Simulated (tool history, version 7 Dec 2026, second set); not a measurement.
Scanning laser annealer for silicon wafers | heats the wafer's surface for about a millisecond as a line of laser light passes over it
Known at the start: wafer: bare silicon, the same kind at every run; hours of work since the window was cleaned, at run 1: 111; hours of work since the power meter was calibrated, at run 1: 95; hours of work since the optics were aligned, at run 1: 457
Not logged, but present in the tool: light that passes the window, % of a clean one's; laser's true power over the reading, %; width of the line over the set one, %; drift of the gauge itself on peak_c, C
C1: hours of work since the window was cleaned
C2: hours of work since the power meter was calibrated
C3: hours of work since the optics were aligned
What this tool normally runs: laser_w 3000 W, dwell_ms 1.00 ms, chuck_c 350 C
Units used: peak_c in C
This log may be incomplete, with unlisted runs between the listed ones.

run 1 hour=0.0 | laser_w=3000 dwell_ms=1.00 chuck_c=350 | C1=111 C2=95 C3=457 | peak_c=1068
run 2 hour=6.1 | laser_w=3000 dwell_ms=0.88 chuck_c=350 | C1=115 C2=98 C3=460 | peak_c=1021
run 3 hour=13.1 | laser_w=3000 dwell_ms=0.88 chuck_c=350 | C1=119 C2=102 C3=464 | peak_c=1020
run 4 hour=19.0 | laser_w=3000 dwell_ms=0.88 chuck_c=350 | C1=122 C2=106 C3=467 | peak_c=1020
run 5 hour=30.4 | laser_w=3000 dwell_ms=0.88 chuck_c=350 | C1=128 C2=112 C3=474 | peak_c=1023
run 6 hour=40.7 | laser_w=3000 dwell_ms=0.88 chuck_c=350 | C1=134 C2=118 C3=480 | peak_c=1021
run 7 hour=45.6 | laser_w=3000 dwell_ms=1.00 chuck_c=350 | C1=137 C2=121 C3=482 | peak_c=1068
run 8 hour=54.5 | laser_w=3000 dwell_ms=1.00 chuck_c=350 | C1=142 C2=126 C3=487 | peak_c=1068
run 9 hour=62.2 | laser_w=3000 dwell_ms=1.00 chuck_c=350 | C1=146 C2=130 C3=492 | peak_c=1072
run 10 hour=67.2 | laser_w=3000 dwell_ms=1.00 chuck_c=359 | C1=149 C2=133 C3=495 | peak_c=1077
run 11 hour=76.3 | laser_w=3000 dwell_ms=1.00 chuck_c=359 | C1=154 C2=138 C3=500 | peak_c=1074
run 12 hour=84.9 | laser_w=3000 dwell_ms=1.00 chuck_c=359 | C1=159 C2=143 C3=505 | peak_c=1077
run 13 hour=95.3 | laser_w=3000 dwell_ms=1.00 chuck_c=359 | C1=165 C2=149 C3=510 | peak_c=1079
run 14 hour=104.2 | laser_w=3000 dwell_ms=1.00 chuck_c=359 | C1=170 C2=154 C3=515 | peak_c=1076
run 15 hour=110.9 | laser_w=3000 dwell_ms=1.00 chuck_c=360 | C1=174 C2=158 C3=519 | peak_c=1078
run 16 hour=121.7 | laser_w=3000 dwell_ms=1.00 chuck_c=360 | C1=180 C2=164 C3=525 | peak_c=1078
run 17 hour=130.2 | laser_w=3069 dwell_ms=1.00 chuck_c=360 | C1=185 C2=168 C3=530 | peak_c=1100
run 18 hour=135.2 | laser_w=2683 dwell_ms=1.00 chuck_c=350 | C1=187 C2=171 C3=533 | peak_c=977
run 19 hour=141.8 | laser_w=3000 dwell_ms=1.00 chuck_c=371 | C1=191 C2=175 C3=537 | peak_c=1090
run 20 hour=153.0 | laser_w=3000 dwell_ms=1.00 chuck_c=371 | C1=198 C2=181 C3=543 | peak_c=1087
run 21 hour=163.8 | laser_w=2860 dwell_ms=1.00 chuck_c=350 | C1=204 C2=187 C3=549 | peak_c=1029
run 22 hour=174.4 | laser_w=2574 dwell_ms=1.00 chuck_c=339 | C1=210 C2=193 C3=555 | peak_c=938
run 23 hour=182.2 | laser_w=2574 dwell_ms=1.00 chuck_c=339 | C1=214 C2=198 C3=559 | peak_c=935
run 24 hour=190.7 | laser_w=3000 dwell_ms=1.06 chuck_c=389 | C1=219 C2=203 C3=564 | peak_c=1132
run 25 hour=198.7 | laser_w=3129 dwell_ms=1.06 chuck_c=389 | C1=223 C2=207 C3=569 | peak_c=1171
run 26 hour=209.7 | laser_w=3129 dwell_ms=1.13 chuck_c=389 | C1=229 C2=213 C3=575 | peak_c=1194
run 27 hour=221.3 | laser_w=3129 dwell_ms=1.13 chuck_c=389 | C1=236 C2=220 C3=581 | peak_c=1200
run 28 hour=232.7 | laser_w=3089 dwell_ms=1.13 chuck_c=327 | C1=242 C2=226 C3=588 | peak_c=1122
run 29 hour=237.6 | laser_w=3089 dwell_ms=1.13 chuck_c=327 | C1=245 C2=229 C3=591 | peak_c=1119
run 30 hour=242.4 | laser_w=2969 dwell_ms=1.15 chuck_c=388 | C1=248 C2=232 C3=593 | peak_c=1153
run 31 hour=254.0 | laser_w=2969 dwell_ms=1.15 chuck_c=340 | C1=255 C2=238 C3=600 | peak_c=1105
run 32 hour=264.5 | laser_w=2810 dwell_ms=1.08 chuck_c=350 | C1=260 C2=244 C3=606 | peak_c=1041
run 33 hour=275.7 | laser_w=2810 dwell_ms=1.08 chuck_c=352 | C1=267 C2=251 C3=612 | peak_c=1046
run 34 hour=282.3 | laser_w=3000 dwell_ms=1.04 chuck_c=385 | C1=270 C2=254 C3=616 | peak_c=1121
run 35 hour=287.3 | laser_w=2714 dwell_ms=1.02 chuck_c=330 | C1=273 C2=257 C3=619 | peak_c=975
run 36 hour=296.7 | laser_w=2850 dwell_ms=1.00 chuck_c=337 | C1=279 C2=262 C3=624 | peak_c=1016
run 37 hour=303.3 | laser_w=2980 dwell_ms=1.00 chuck_c=319 | C1=282 C2=266 C3=628 | peak_c=1031
run 38 hour=308.5 | laser_w=2609 dwell_ms=0.76 chuck_c=350 | C1=285 C2=269 C3=631 | peak_c=875
run 39 hour=320.0 | laser_w=3294 dwell_ms=0.90 chuck_c=350 | C1=292 C2=276 C3=637 | peak_c=1109
run 40 hour=329.5 | laser_w=3294 dwell_ms=0.90 chuck_c=349 | C1=297 C2=281 C3=642 | peak_c=1106
run 41 hour=336.5 | laser_w=3000 dwell_ms=0.96 chuck_c=350 | C1=301 C2=285 C3=646 | peak_c=1054

Branching from run 41: 3 alternative next runs. What would each branch give?
run A hour=341.6 | laser_w=2653 dwell_ms=1.00 chuck_c=367 | C1=304 C2=288 C3=649 | peak_c=?
run B hour=341.6 | laser_w=2750 dwell_ms=0.74 chuck_c=329 | C1=304 C2=288 C3=649 | peak_c=?
run C hour=341.6 | laser_w=3000 dwell_ms=0.78 chuck_c=350 | C1=304 C2=288 C3=649 | peak_c=?

run=A peak_c=988
run=B peak_c=877
run=C peak_c=979
Stripped of hidden state, with their random variation kept, the same runs would have yielded:
run=A peak_c=990
run=B peak_c=879
run=C peak_c=981
